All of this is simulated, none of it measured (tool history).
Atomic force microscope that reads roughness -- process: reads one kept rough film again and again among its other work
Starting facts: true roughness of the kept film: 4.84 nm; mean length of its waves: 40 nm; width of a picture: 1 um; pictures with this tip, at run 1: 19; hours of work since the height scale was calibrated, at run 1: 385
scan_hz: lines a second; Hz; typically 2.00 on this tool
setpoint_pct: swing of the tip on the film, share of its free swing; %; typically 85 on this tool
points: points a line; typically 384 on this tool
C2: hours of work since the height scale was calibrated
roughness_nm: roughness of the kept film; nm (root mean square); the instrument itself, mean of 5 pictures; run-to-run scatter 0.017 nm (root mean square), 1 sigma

{"run": 1, "hour": 0.0, "scan_hz": 2.0, "setpoint_pct": 85, "points": 384, "pictures with this tip": 19, "C2": 385, "roughness_nm": 4.029}
{"run": 2, "hour": 29.4, "scan_hz": 2.0, "setpoint_pct": 85, "points": 384, "pictures with this tip": 67, "C2": 400, "roughness_nm": 3.98}
{"run": 3, "hour": 53.3, "scan_hz": 2.0, "setpoint_pct": 85, "points": 384, "pictures with this tip": 105, "C2": 413, "roughness_nm": 3.944}
{"run": 4, "hour": 81.9, "scan_hz": 2.0, "setpoint_pct": 85, "points": 384, "pictures with this tip": 152, "C2": 428, "roughness_nm": 3.916}
{"run": 5, "hour": 105.4, "scan_hz": 2.0, "setpoint_pct": 85, "points": 384, "pictures with this tip": 190, "C2": 440, "roughness_nm": 3.865}
{"run": 6, "hour": 121.3, "scan_hz": 2.0, "setpoint_pct": 85, "points": 384, "pictures with this tip": 215, "C2": 449, "roughness_nm": 3.81}
{"run": 7, "hour": 145.3, "scan_hz": 2.0, "setpoint_pct": 85, "points": 384, "pictures with this tip": 254, "C2": 461, "roughness_nm": 3.748}
{"run": 8, "hour": 180.4, "scan_hz": 2.0, "setpoint_pct": 85, "points": 410, "pictures with this tip": 311, "C2": 480, "roughness_nm": 3.73}
{"hour": 198.3, "done": "new tip fitted"}
{"run": 9, "hour": 198.3, "scan_hz": 2.0, "setpoint_pct": 85, "points": 384, "pictures with this tip": 0, "C2": 489, "roughness_nm": 4.057}
{"run": 10, "hour": 214.4, "scan_hz": 2.0, "setpoint_pct": 85, "points": 384, "pictures with this tip": 26, "C2": 497, "roughness_nm": 4.0}
{"run": 11, "hour": 251.3, "scan_hz": 2.0, "setpoint_pct": 85, "points": 384, "pictures with this tip": 86, "C2": 517, "roughness_nm": 3.961}
{"run": 12, "hour": 276.6, "scan_hz": 2.0, "setpoint_pct": 85, "points": 384, "pictures with this tip": 126, "C2": 530, "roughness_nm": 3.937}
{"run": 13, "hour": 297.8, "scan_hz": 2.0, "setpoint_pct": 85, "points": 384, "pictures with this tip": 161, "C2": 541, "roughness_nm": 3.888}
{"run": 14, "hour": 314.4, "scan_hz": 3.94, "setpoint_pct": 80, "points": 384, "pictures with this tip": 187, "C2": 550, "roughness_nm": 3.631}
{"run": 15, "hour": 336.5, "scan_hz": 2.57, "setpoint_pct": 55, "points": 739, "pictures with this tip": 223, "C2": 562, "roughness_nm": 4.217}
{"run": 16, "hour": 373.7, "scan_hz": 0.95, "setpoint_pct": 82, "points": 280, "pictures with this tip": 283, "C2": 581, "roughness_nm": 4.007}
{"run": 17, "hour": 404.4, "scan_hz": 0.63, "setpoint_pct": 68, "points": 508, "pictures with this tip": 333, "C2": 598, "roughness_nm": 4.161}
{"hour": 408.3, "done": "new tip fitted"}
{"run": 18, "hour": 435.6, "scan_hz": 2.51, "setpoint_pct": 75, "points": 508, "pictures with this tip": 44, "C2": 614, "roughness_nm": 4.084}
{"run": 19, "hour": 464.1, "scan_hz": 2.51, "setpoint_pct": 75, "points": 508, "pictures with this tip": 90, "C2": 629, "roughness_nm": 4.052}
{"run": 20, "hour": 500.1, "scan_hz": 2.51, "setpoint_pct": 88, "points": 911, "pictures with this tip": 148, "C2": 648, "roughness_nm": 3.707}
{"run": 21, "hour": 516.9, "scan_hz": 2.51, "setpoint_pct": 88, "points": 911, "pictures with this tip": 176, "C2": 657, "roughness_nm": 3.667}
{"run": 22, "hour": 550.9, "scan_hz": 3.27, "setpoint_pct": 62, "points": 267, "pictures with this tip": 231, "C2": 675, "roughness_nm": 4.035}

Predict each of these 3 candidate next runs independently; none follows another, all start after run 22:
{"run": "A", "hour": 583.3, "scan_hz": 0.93, "setpoint_pct": 72, "points": 296, "pictures with this tip": 283, "C2": 692, "roughness_nm": "?"}
{"run": "B", "hour": 583.3, "scan_hz": 3.13, "setpoint_pct": 79, "points": 682, "pictures with this tip": 283, "C2": 692, "roughness_nm": "?"}
{"run": "C", "hour": 583.3, "scan_hz": 2.55, "setpoint_pct": 62, "points": 262, "pictures with this tip": 283, "C2": 692, "roughness_nm": "?"}

run=A roughness_nm=4.104
run=B roughness_nm=3.689
run=C roughness_nm=4.059
Take away the tool's hidden state, keep each run's random variation, and the runs would have read:
run=A roughness_nm=4.390
run=B roughness_nm=3.946
run=C roughness_nm=4.342
